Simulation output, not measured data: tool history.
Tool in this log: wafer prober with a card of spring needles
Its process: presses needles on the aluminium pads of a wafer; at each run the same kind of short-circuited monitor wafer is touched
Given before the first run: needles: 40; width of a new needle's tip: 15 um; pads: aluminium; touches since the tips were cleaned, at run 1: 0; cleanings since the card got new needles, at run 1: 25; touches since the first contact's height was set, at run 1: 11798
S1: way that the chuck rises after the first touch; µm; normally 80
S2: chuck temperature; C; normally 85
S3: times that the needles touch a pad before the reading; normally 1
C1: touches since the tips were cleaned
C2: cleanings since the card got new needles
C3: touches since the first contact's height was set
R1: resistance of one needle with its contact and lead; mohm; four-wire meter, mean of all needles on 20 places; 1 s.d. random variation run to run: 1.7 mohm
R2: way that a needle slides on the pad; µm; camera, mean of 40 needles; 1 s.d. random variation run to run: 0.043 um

{"run": 1, "hour": 0.0, "S1": 80, "S2": 85, "S3": 1, "C1": 0, "C2": 25, "C3": 11798, "R1": 180, "R2": 10.8}
{"hour": 28.6, "done": "tips cleaned on abrasive film"}
{"run": 2, "hour": 38.1, "S1": 80, "S2": 30, "S3": 1, "C1": 2587, "C2": 26, "C3": 22170, "R1": 197, "R2": 10.8}
{"hour": 58.2, "done": "tips cleaned on abrasive film"}
{"run": 3, "hour": 78.5, "S1": 80, "S2": 30, "S3": 1, "C1": 5541, "C2": 27, "C3": 33183, "R1": 189, "R2": 10.72}
{"hour": 86.5, "done": "tips cleaned on abrasive film"}
{"hour": 116.2, "done": "tips cleaned on abrasive film"}
{"run": 4, "hour": 118.3, "S1": 83, "S2": 85, "S3": 1, "C1": 571, "C2": 29, "C3": 43968, "R1": 185, "R2": 11.1}
{"run": 5, "hour": 142.6, "S1": 80, "S2": 85, "S3": 1, "C1": 7218, "C2": 29, "C3": 50615, "R1": 198, "R2": 10.78}
{"hour": 144.7, "done": "tips cleaned on abrasive film"}
{"run": 6, "hour": 171.8, "S1": 80, "S2": 85, "S3": 1, "C1": 7399, "C2": 30, "C3": 58565, "R1": 197, "R2": 10.69}
{"hour": 173.8, "done": "tips cleaned on abrasive film"}
{"hour": 205.2, "done": "tips cleaned on abrasive film"}
{"run": 7, "hour": 209.5, "S1": 80, "S2": 85, "S3": 1, "C1": 1177, "C2": 32, "C3": 68778, "R1": 188, "R2": 10.74}
{"hour": 233.6, "done": "tips cleaned on abrasive film"}
{"run": 8, "hour": 243.6, "S1": 80, "S2": 85, "S3": 1, "C1": 2744, "C2": 33, "C3": 78070, "R1": 190, "R2": 10.69}
{"hour": 262.0, "done": "tips cleaned on abrasive film"}
{"hour": 266.0, "done": "tips cleaned on abrasive film, once more"}
{"run": 9, "hour": 268.2, "S1": 80, "S2": 85, "S3": 1, "C1": 594, "C2": 35, "C3": 84718, "R1": 182, "R2": 10.72}
{"hour": 295.9, "done": "tips cleaned on abrasive film"}
{"run": 10, "hour": 308.3, "S1": 80, "S2": 85, "S3": 1, "C1": 3361, "C2": 36, "C3": 95636, "R1": 191, "R2": 10.59}
{"hour": 324.4, "done": "tips cleaned on abrasive film"}
{"run": 11, "hour": 333.8, "S1": 80, "S2": 85, "S3": 1, "C1": 2566, "C2": 37, "C3": 102568, "R1": 188, "R2": 10.64}
{"run": 12, "hour": 350.7, "S1": 80, "S2": 85, "S3": 1, "C1": 7195, "C2": 37, "C3": 107197, "R1": 198, "R2": 10.67}
{"hour": 353.2, "done": "tips cleaned on abrasive film"}
{"run": 13, "hour": 379.1, "S1": 80, "S2": 85, "S3": 1, "C1": 7048, "C2": 38, "C3": 114904, "R1": 202, "R2": 10.6}
{"hour": 381.4, "done": "tips cleaned on abrasive film"}
{"hour": 409.1, "done": "tips cleaned on abrasive film"}
{"run": 14, "hour": 410.5, "S1": 80, "S2": 85, "S3": 1, "C1": 397, "C2": 40, "C3": 123434, "R1": 184, "R2": 10.6}
{"hour": 438.0, "done": "tips cleaned on abrasive film"}
{"run": 15, "hour": 439.9, "S1": 80, "S2": 85, "S3": 1, "C1": 528, "C2": 41, "C3": 131430, "R1": 183, "R2": 10.54}
{"hour": 467.9, "done": "tips cleaned on abrasive film"}
{"run": 16, "hour": 474.1, "S1": 80, "S2": 85, "S3": 1, "C1": 1702, "C2": 42, "C3": 140734, "R1": 187, "R2": 10.59}
{"run": 17, "hour": 492.1, "S1": 80, "S2": 85, "S3": 1, "C1": 6609, "C2": 42, "C3": 145641, "R1": 199, "R2": 10.59}
{"hour": 497.5, "done": "tips cleaned on abrasive film"}
{"hour": 525.3, "done": "tips cleaned on abrasive film"}
{"run": 18, "hour": 525.3, "S1": 94, "S2": 62, "S3": 2, "C1": 0, "C2": 44, "C3": 154653, "R1": 176, "R2": 12.4}
{"hour": 555.3, "done": "tips cleaned on abrasive film"}
{"run": 19, "hour": 556.6, "S1": 94, "S2": 62, "S3": 2, "C1": 351, "C2": 45, "C3": 163163, "R1": 173, "R2": 12.43}
{"hour": 585.5, "done": "tips cleaned on abrasive film"}
{"run": 20, "hour": 595.6, "S1": 81, "S2": 52, "S3": 1, "C1": 2761, "C2": 46, "C3": 173783, "R1": 186, "R2": 10.6}
{"hour": 613.5, "done": "tips cleaned on abrasive film"}
{"run": 21, "hour": 614.6, "S1": 67, "S2": 47, "S3": 3, "C1": 318, "C2": 47, "C3": 178956, "R1": 172, "R2": 8.74}
{"run": 22, "hour": 639.6, "S1": 86, "S2": 85, "S3": 2, "C1": 7128, "C2": 47, "C3": 185766, "R1": 190, "R2": 11.28}
{"hour": 643.2, "done": "tips cleaned on abrasive film"}
{"run": 23, "hour": 661.1, "S1": 91, "S2": 85, "S3": 1, "C1": 4894, "C2": 48, "C3": 191613, "R1": 196, "R2": 11.92}
{"hour": 671.7, "done": "tips cleaned on abrasive film"}
{"run": 24, "hour": 690.6, "S1": 91, "S2": 85, "S3": 1, "C1": 5161, "C2": 49, "C3": 199648, "R1": 193, "R2": 11.87}
{"hour": 700.0, "done": "tips cleaned on abrasive film"}
{"hour": 703.8, "done": "height of the first contact set anew"}
{"run": 25, "hour": 714.4, "S1": 64, "S2": 36, "S3": 3, "C1": 3854, "C2": 50, "C3": 2885, "R1": 182, "R2": 8.63}
{"hour": 729.9, "done": "tips cleaned on abrasive film"}
{"run": 26, "hour": 743.1, "S1": 62, "S2": 96, "S3": 2, "C1": 3598, "C2": 51, "C3": 10698, "R1": 198, "R2": 8.32}
{"hour": 758.4, "done": "tips cleaned on abrasive film"}
{"run": 27, "hour": 765.3, "S1": 79, "S2": 85, "S3": 3, "C1": 1899, "C2": 52, "C3": 16730, "R1": 182, "R2": 10.62}
{"hour": 786.8, "done": "tips cleaned on abrasive film"}
{"run": 28, "hour": 803.2, "S1": 80, "S2": 95, "S3": 1, "C1": 4483, "C2": 53, "C3": 27051, "R1": 197, "R2": 10.71}
{"hour": 816.9, "done": "tips cleaned on abrasive film"}
{"run": 29, "hour": 827.1, "S1": 80, "S2": 95, "S3": 1, "C1": 2776, "C2": 54, "C3": 33530, "R1": 194, "R2": 10.74}
{"hour": 845.5, "done": "tips cleaned on abrasive film"}
{"run": 30, "hour": 865.6, "S1": 80, "S2": 95, "S3": 1, "C1": 5488, "C2": 55, "C3": 44016, "R1": 203, "R2": 10.7}
{"hour": 875.4, "done": "tips cleaned on abrasive film"}
{"run": 31, "hour": 896.2, "S1": 80, "S2": 85, "S3": 3, "C1": 5702, "C2": 56, "C3": 52354, "R1": 187, "R2": 10.71}
{"hour": 905.7, "done": "tips cleaned on abrasive film"}
{"run": 32, "hour": 914.2, "S1": 80, "S2": 85, "S3": 3, "C1": 2326, "C2": 57, "C3": 57227, "R1": 185, "R2": 10.76}
{"hour": 934.5, "done": "tips cleaned on abrasive film"}
{"run": 33, "hour": 949.0, "S1": 80, "S2": 85, "S3": 3, "C1": 3961, "C2": 58, "C3": 66695, "R1": 184, "R2": 10.66}

Hidden state or all else? Some run-to-run changes of R1, split into what the settings, what came in and random variation would give without the hidden state, and what is left for the hidden state (with any gauge scatter that isn't in both results):
Unlogged tool condition in this case: debris on the tips, nm; way that the needles fall short of the set height, um; tips' diameter, um; drift of the gauge itself on contact_mohm, %; drift of the gauge itself on scrub_um, %.
Run 1 -> 2: S2 85 -> 30, tips cleaned on abrasive film. R1 +17 mohm: hidden state +25, all else -8.
Run 13 -> 14: tips cleaned on abrasive film, tips cleaned on abrasive film. R1 -18 mohm: hidden state -18, all else +0.
Run 17 -> 18: S1 80 -> 94, S2 85 -> 62, S3 1 -> 2, tips cleaned on abrasive film, tips cleaned on abrasive film. R1 -23 mohm: hidden state -19, all else -4.
Run 21 -> 22: S1 67 -> 86, S2 47 -> 85, S3 3 -> 2. R1 +18 mohm: hidden state +10, all else +8.
